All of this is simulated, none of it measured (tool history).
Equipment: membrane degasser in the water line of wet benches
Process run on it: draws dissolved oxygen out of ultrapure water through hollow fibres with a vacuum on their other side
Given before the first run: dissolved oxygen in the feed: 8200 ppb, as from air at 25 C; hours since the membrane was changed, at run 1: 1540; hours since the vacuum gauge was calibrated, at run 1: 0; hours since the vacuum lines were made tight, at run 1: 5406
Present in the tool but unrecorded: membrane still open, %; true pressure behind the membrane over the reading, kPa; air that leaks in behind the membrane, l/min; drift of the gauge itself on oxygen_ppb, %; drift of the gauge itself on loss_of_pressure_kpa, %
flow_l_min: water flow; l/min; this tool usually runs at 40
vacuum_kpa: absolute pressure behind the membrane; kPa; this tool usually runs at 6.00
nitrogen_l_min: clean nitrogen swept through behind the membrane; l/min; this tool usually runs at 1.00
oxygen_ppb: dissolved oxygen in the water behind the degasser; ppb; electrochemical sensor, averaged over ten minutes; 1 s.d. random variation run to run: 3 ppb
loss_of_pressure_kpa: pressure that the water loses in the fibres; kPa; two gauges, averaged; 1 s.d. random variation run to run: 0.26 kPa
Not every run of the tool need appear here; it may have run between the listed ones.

run	hour	flow_l_min	vacuum_kpa	nitrogen_l_min	hours since the membrane was changed	hours since the vacuum gauge was calibrated	hours since the vacuum lines were made tight	oxygen_ppb	loss_of_pressure_kpa
1	0.0	40	6.00	1.00	1540	0	5406	305.0	69.25
2	105.9	40	6.00	1.00	1646	106	5512	302.3	69.66
3	277.7	40	6.00	1.00	1818	278	5684	298.1	69.65
4	519.1	40	6.00	1.00	2059	519	5926	302.0	69.50
5	758.6	29	6.00	1.00	2299	759	6165	208.0	50.45
6	995.7	40	6.00	0.81	2536	996	6402	338.5	70.16
# hour 1018.8: vacuum gauge calibrated
7	1202.1	40	6.00	0.81	2742	183	6608	342.3	69.90
8	1402.1	40	6.00	0.81	2942	383	6808	348.9	70.17
9	1563.5	40	6.00	0.81	3103	545	6969	354.1	70.33
10	1719.4	40	6.00	0.81	3259	701	7125	353.0	69.96
11	1964.0	27	10.67	1.83	3504	945	7370	277.9	47.23
12	2124.0	25	6.00	2.17	3664	1105	7530	103.2	43.83
# hour 2271.6: vacuum gauge calibrated, once more
13	2286.6	25	10.02	2.17	3826	15	7692	207.2	44.25

Forecast run 14:
14	2539.9	25	10.02	2.17	4079	268	7945	?	?

{"run 14": {"oxygen_ppb": 203.8, "loss_of_pressure_kpa": 43.92}}
The same run, on a tool lacking any hidden state, would have yielded oxygen_ppb 198.9 ppb, loss_of_pressure_kpa 42.83 kPa.
